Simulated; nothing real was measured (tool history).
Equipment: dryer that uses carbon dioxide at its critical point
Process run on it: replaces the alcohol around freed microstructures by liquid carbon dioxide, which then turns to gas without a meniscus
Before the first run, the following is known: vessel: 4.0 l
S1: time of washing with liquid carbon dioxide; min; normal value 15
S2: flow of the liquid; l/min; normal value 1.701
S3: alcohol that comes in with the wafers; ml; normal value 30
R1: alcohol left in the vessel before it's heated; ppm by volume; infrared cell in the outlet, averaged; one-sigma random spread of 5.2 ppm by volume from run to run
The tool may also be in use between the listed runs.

run,hour,S1,S2,S3,R1
1,0,15,1.701,30,101
2,42.9,15,1.701,30,115
3,63.2,15,1.701,30,105
4,110.5,15,1.701,30,124
5,156.7,15,1.701,30,119
6,207,15,1.15,30,434
7,235.7,19,2.6,30,27
8,259.1,11,1.701,101,1120
9,291.3,11,1.701,101,1166
10,328.8,19,1.701,101,152
11,365.5,16,1.6,101,389
12,395.8,20,1.76,26,46

Each row is a separate what-if for the run after 12, all from the same tool condition, not one after another. Results?
A,433.6,17,1.701,30,?
B,433.6,15,2.4,27,?
C,433.6,15,2.73,30,?

run,R1
A,97
B,54
C,38
Take away the tool's hidden state, keep each run's random variation, and the runs would have read:
run,R1
A,52
B,22
C,11

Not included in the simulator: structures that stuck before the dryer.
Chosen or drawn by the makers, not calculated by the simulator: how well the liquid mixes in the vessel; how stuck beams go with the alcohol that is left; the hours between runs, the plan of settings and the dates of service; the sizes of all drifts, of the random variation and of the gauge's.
